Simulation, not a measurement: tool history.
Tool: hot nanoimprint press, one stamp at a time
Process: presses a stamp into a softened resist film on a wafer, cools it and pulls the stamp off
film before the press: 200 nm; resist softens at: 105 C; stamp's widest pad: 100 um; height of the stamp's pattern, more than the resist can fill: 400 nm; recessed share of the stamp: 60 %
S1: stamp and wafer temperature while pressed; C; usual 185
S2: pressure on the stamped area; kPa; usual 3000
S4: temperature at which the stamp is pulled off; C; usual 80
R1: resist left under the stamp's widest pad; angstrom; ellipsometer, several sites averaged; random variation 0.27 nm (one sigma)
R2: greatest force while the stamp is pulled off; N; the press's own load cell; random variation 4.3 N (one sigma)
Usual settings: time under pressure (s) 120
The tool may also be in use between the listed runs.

run 1 hour=0 | S1=185 S2=3000 time_under_pressure_(s)=120 S4=80 | R1=791 R2=231
run 2 hour=55.3 | S1=185 S2=3000 time_under_pressure_(s)=120 S4=80 | R1=790 R2=253
-- hour=63.3 plate thermocouple calibrated
run 3 hour=85 | S1=192 S2=3000 time_under_pressure_(s)=120 S4=80 | R1=667 R2=258
run 4 hour=120.6 | S1=192 S2=3000 time_under_pressure_(s)=120 S4=80 | R1=669 R2=271
run 5 hour=157.9 | S1=192 S2=3000 time_under_pressure_(s)=120 S4=80 | R1=671 R2=272
run 6 hour=202 | S1=192 S2=3000 time_under_pressure_(s)=120 S4=80 | R1=667 R2=289
run 7 hour=238.8 | S1=192 S2=3000 time_under_pressure_(s)=120 S4=70 | R1=673 R2=341
-- hour=244.8 plate thermocouple calibrated, once more
run 8 hour=270.1 | S1=192 S2=3000 time_under_pressure_(s)=120 S4=70 | R1=646 R2=341
run 9 hour=326.3 | S1=195 S2=3000 time_under_pressure_(s)=120 S4=80 | R1=601 R2=318
run 10 hour=372.8 | S1=183 S2=4130 time_under_pressure_(s)=120 S4=72 | R1=712 R2=365
run 11 hour=404.2 | S1=183 S2=4130 time_under_pressure_(s)=120 S4=72 | R1=714 R2=384
-- hour=443.3 press's hydraulic seals changed and the load cell set to zero
run 12 hour=453.5 | S1=183 S2=4130 time_under_pressure_(s)=120 S4=72 | R1=706 R2=384
-- hour=471.9 stamp cleaned and given a new release coat
run 13 hour=513.4 | S1=182 S2=1810 time_under_pressure_(s)=87 S4=85 | R1=1181 R2=215
run 14 hour=561 | S1=185 S2=3000 time_under_pressure_(s)=135 S4=80 | R1=753 R2=229
run 15 hour=598.9 | S1=187 S2=2610 time_under_pressure_(s)=145 S4=74 | R1=735 R2=262

Forecast each of these 5 alternatives for the next run:
run A hour=643.2 | S1=187 S2=2610 time_under_pressure_(s)=83 S4=68 | R1=? R2=?
run B hour=643.2 | S1=187 S2=4310 time_under_pressure_(s)=145 S4=74 | R1=? R2=?
run C hour=643.2 | S1=196 S2=3000 time_under_pressure_(s)=125 S4=80 | R1=? R2=?
run D hour=643.2 | S1=180 S2=2920 time_under_pressure_(s)=145 S4=69 | R1=? R2=?
run E hour=643.2 | S1=197 S2=2700 time_under_pressure_(s)=75 S4=74 | R1=? R2=?

run=A R1=918 R2=285
run=B R1=576 R2=263
run=C R1=581 R2=242
run=D R1=851 R2=294
run=E R1=736 R2=274
Without the tool's hidden state the same runs would have given:
run=A R1=903 R2=236
run=B R1=565 R2=217
run=C R1=572 R2=200
run=D R1=835 R2=244
run=E R1=725 R2=227
